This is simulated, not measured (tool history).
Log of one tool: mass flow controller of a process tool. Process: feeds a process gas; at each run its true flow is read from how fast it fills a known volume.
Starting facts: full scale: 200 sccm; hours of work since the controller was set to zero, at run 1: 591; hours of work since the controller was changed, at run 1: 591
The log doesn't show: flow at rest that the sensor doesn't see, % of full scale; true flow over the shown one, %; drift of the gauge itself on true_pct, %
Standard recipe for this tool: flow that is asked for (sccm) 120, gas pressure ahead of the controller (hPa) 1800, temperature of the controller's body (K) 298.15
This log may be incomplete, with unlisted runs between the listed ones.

run     day  flow that is asked for (sccm)  gas pressure ahead of the controller (hPa)  temperature of the controller's body (K)  hours of work since the controller was set to zero  hours of work since the controller was changed  true flow (%)
  1   0.000                            120                                        1800                                    298.15                                                 591                                             591          98.77
  2   1.592                            120                                        1800                                    298.15                                                 609                                             609          98.91
  3   3.496                            120                                        1800                                    298.15                                                 631                                             631          98.94
  4   5.629                            120                                        1800                                    311.15                                                 656                                             656          99.71
  5   8.479                            120                                        1800                                    311.15                                                 690                                             690          99.85
  6  11.379                            120                                        1800                                    311.15                                                 723                                             723          99.80
  7  14.183                            120                                        1800                                    311.15                                                 756                                             756          99.81
  8  17.238                            120                                        1800                                    303.15                                                 792                                             792          99.42
  9  19.867                            120                                        1800                                    303.15                                                 822                                             822          99.34
 10  21.279                            120                                        1800                                    297.15                                                 839                                             839          99.08
 11  23.338                            120                                        1800                                    298.15                                                 863                                             863          98.93
     23.550  -- controller's zero set anew
 12  26.438                            120                                        1800                                    298.15                                                  34                                             899          99.19
 13  28.254                            120                                        1800                                    298.15                                                  55                                             920          99.17
 14  30.221                            120                                        1480                                    302.15                                                  78                                             943          99.49
 15  33.288                            120                                        2290                                    297.15                                                 114                                             979          98.85
 16  35.800                             28                                        1660                                    312.15                                                 143                                            1008          99.50
 17  37.675                             49                                        1660                                    308.15                                                 165                                            1030          99.24
 18  39.421                            120                                        2650                                    298.15                                                 185                                            1050          98.85
     41.254  -- controller's zero set anew, once more
 19  41.596                             28                                        1810                                    299.15                                                   4                                            1076          98.22
 20  44.704                             98                                        1570                                    298.15                                                  40                                            1112          98.95
 21  47.208                            147                                        2370                                    300.15                                                  69                                            1141          99.39
 22  49.133                            168                                        2370                                    300.15                                                  92                                            1164          99.77
 23  51.488                            168                                        2370                                    300.15                                                 119                                            1191          99.75
 24  52.975                            168                                        2370                                    300.15                                                 137                                            1208          99.92
 25  54.250                             94                                        1900                                    298.15                                                 152                                            1223          98.76

Branching from run 25: 4 alternative next runs. What would each branch give?
  A  55.938                             28                                        1670                                    298.15                                                 171                                            1243              ?
  B  55.938                            120                                        2470                                    298.15                                                 171                                            1243              ?
  C  55.938                            120                                        1800                                    310.15                                                 171                                            1243              ?
  D  55.938                             86                                        1540                                    312.15                                                 171                                            1243              ?

run  true flow (%)
  A          98.25
  B          98.88
  C         100.03
  D          99.89
Take away the tool's hidden state, keep each run's random variation, and the runs would have read:
run  true flow (%)
  A          97.27
  B          98.42
  C          99.57
  D          99.37
